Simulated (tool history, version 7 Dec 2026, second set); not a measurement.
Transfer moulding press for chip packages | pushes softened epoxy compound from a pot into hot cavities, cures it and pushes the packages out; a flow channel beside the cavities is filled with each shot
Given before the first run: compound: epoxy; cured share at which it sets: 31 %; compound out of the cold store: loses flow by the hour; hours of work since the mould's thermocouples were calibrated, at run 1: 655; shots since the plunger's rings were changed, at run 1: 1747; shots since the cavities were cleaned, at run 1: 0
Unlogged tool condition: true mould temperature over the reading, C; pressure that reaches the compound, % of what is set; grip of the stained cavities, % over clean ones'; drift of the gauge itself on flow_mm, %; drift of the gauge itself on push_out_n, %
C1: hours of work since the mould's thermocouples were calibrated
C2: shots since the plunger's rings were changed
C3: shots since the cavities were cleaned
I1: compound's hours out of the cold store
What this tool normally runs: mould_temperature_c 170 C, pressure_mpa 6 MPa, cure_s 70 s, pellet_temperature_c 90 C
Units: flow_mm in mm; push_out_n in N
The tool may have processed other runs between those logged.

Run 1, day 0: usual settings; C1 655; C2 1747; C3 0; I1 41.3. Result: flow_mm 840 mm, push_out_n 197 N.
Run 2, day 1.396: usual settings; C1 671; C2 2123; C3 376; I1 23.4. Result: flow_mm 884 mm, push_out_n 195 N.
Run 3, day 2.371: usual settings; C1 682; C2 2385; C3 638; I1 14.9. Result: flow_mm 903 mm, push_out_n 198 N.
At day 3.783: cavities cleaned with cleaning compound and waxed.
Run 4, day 3.912: usual settings; C1 699; C2 2783; C3 34; I1 37.4. Result: flow_mm 852 mm, push_out_n 188 N.
At day 6.2: plunger's sealing rings changed.
Run 5, day 6.2: usual settings; C1 723; C2 0; C3 621; I1 28.1. Result: flow_mm 871 mm, push_out_n 199 N.
At day 7.675: cavities cleaned with cleaning compound and waxed.
Run 6, day 8.225: usual settings; C1 745; C2 529; C3 148; I1 15.4. Result: flow_mm 894 mm, push_out_n 195 N.
Run 7, day 9.738: usual settings; C1 762; C2 936; C3 555; I1 37.8. Result: flow_mm 856 mm, push_out_n 194 N.
Run 8, day 11.004: usual settings; C1 776; C2 1277; C3 896; I1 12.5. Result: flow_mm 906 mm, push_out_n 201 N.
At day 11.525: cavities cleaned with cleaning compound and waxed.
Run 9, day 11.996: usual settings but cure_s 63 s; C1 787; C2 1527; C3 127; I1 23.8. Result: flow_mm 875 mm, push_out_n 232 N.
Run 10, day 13.6: usual settings but cure_s 63 s; C1 805; C2 1958; C3 558; I1 35.1. Result: flow_mm 860 mm, push_out_n 220 N.
At day 15.312: cavities cleaned with cleaning compound and waxed.
Run 11, day 15.683: usual settings but mould_temperature_c 176 C, pressure_mpa 4.59 MPa, cure_s 68 s, pellet_temperature_c 89 C; C1 827; C2 2503; C3 100; I1 42.9. Result: flow_mm 717 mm, push_out_n 169 N.
Run 12, day 17.254: usual settings but mould_temperature_c 168 C, pressure_mpa 5.26 MPa, cure_s 58 s, pellet_temperature_c 98 C; C1 845; C2 2925; C3 522; I1 9.4. Result: flow_mm 859 mm, push_out_n 326 N.
At day 17.821: mould's thermocouples calibrated.
At day 19.05: plunger's sealing rings changed.
At day 19.367: cavities cleaned with cleaning compound and waxed.
Run 13, day 19.667: usual settings but pressure_mpa 5.65 MPa, cure_s 99 s; C1 19; C2 148; C3 81; I1 21.5. Result: flow_mm 857 mm, push_out_n 170 N.
Run 14, day 20.979: usual settings but pellet_temperature_c 84 C; C1 34; C2 501; C3 434; I1 39.4. Result: flow_mm 852 mm, push_out_n 193 N.
Run 15, day 22.225: usual settings but pellet_temperature_c 84 C; C1 48; C2 837; C3 770; I1 26.1. Result: flow_mm 881 mm, push_out_n 199 N.
At day 23.233: cavities cleaned with cleaning compound and waxed.
Run 16, day 24.275: usual settings but pellet_temperature_c 84 C; C1 70; C2 1371; C3 280; I1 30.4. Result: flow_mm 865 mm, push_out_n 190 N.
Run 17, day 26.112: usual settings but mould_temperature_c 175 C, pressure_mpa 4.88 MPa, pellet_temperature_c 84 C; C1 90; C2 1866; C3 775; I1 47.4. Result: flow_mm 737 mm, push_out_n 169 N.
At day 27.1: cavities cleaned with cleaning compound and waxed.
Run 18, day 27.596: usual settings but mould_temperature_c 175 C, pressure_mpa 4.88 MPa, pellet_temperature_c 84 C; C1 106; C2 2248; C3 133; I1 13.5. Result: flow_mm 801 mm, push_out_n 174 N.
Run 19, day 29.067: usual settings but mould_temperature_c 175 C, pressure_mpa 4.88 MPa, pellet_temperature_c 84 C; C1 123; C2 2644; C3 529; I1 33.5. Result: flow_mm 765 mm, push_out_n 168 N.
Run 20, day 30.304: usual settings but mould_temperature_c 175 C, pressure_mpa 7.44 MPa, cure_s 97 s, pellet_temperature_c 95 C; C1 137; C2 2977; C3 862; I1 15.4. Result: flow_mm 983 mm, push_out_n 170 N.

Predict each of these 4 candidate next runs independently; none follows another, all start after run 20:
At day 30.946: cavities cleaned with cleaning compound and waxed.
Run A, day 31.258: usual settings but mould_temperature_c 163 C, pressure_mpa 5.33 MPa, cure_s 97 s, pellet_temperature_c 80 C; C1 147; C2 3217; C3 84; I1 24.2. Result: flow_mm ?, push_out_n ?.
At day 30.946: cavities cleaned with cleaning compound and waxed.
Run B, day 31.258: usual settings but mould_temperature_c 175 C, pressure_mpa 5.18 MPa, cure_s 66 s, pellet_temperature_c 95 C; C1 147; C2 3217; C3 84; I1 21.4. Result: flow_mm ?, push_out_n ?.
At day 30.946: cavities cleaned with cleaning compound and waxed.
Run C, day 31.258: usual settings but mould_temperature_c 164 C, pressure_mpa 7.44 MPa, cure_s 97 s, pellet_temperature_c 95 C; C1 147; C2 3217; C3 84; I1 47.5. Result: flow_mm ?, push_out_n ?.
At day 30.946: cavities cleaned with cleaning compound and waxed.
Run D, day 31.258: usual settings but mould_temperature_c 175 C, pressure_mpa 7.44 MPa, cure_s 97 s, pellet_temperature_c 89 C; C1 147; C2 3217; C3 84; I1 41.6. Result: flow_mm ?, push_out_n ?.

run  flow_mm  push_out_n
  A      857         168
  B      803         176
  C      943         178
  D      918         161
The same runs, with their run-to-run variation unchanged, on a tool lacking any hidden condition would have given:
run  flow_mm  push_out_n
  A      858         168
  B      803         176
  C      944         177
  D      919         161
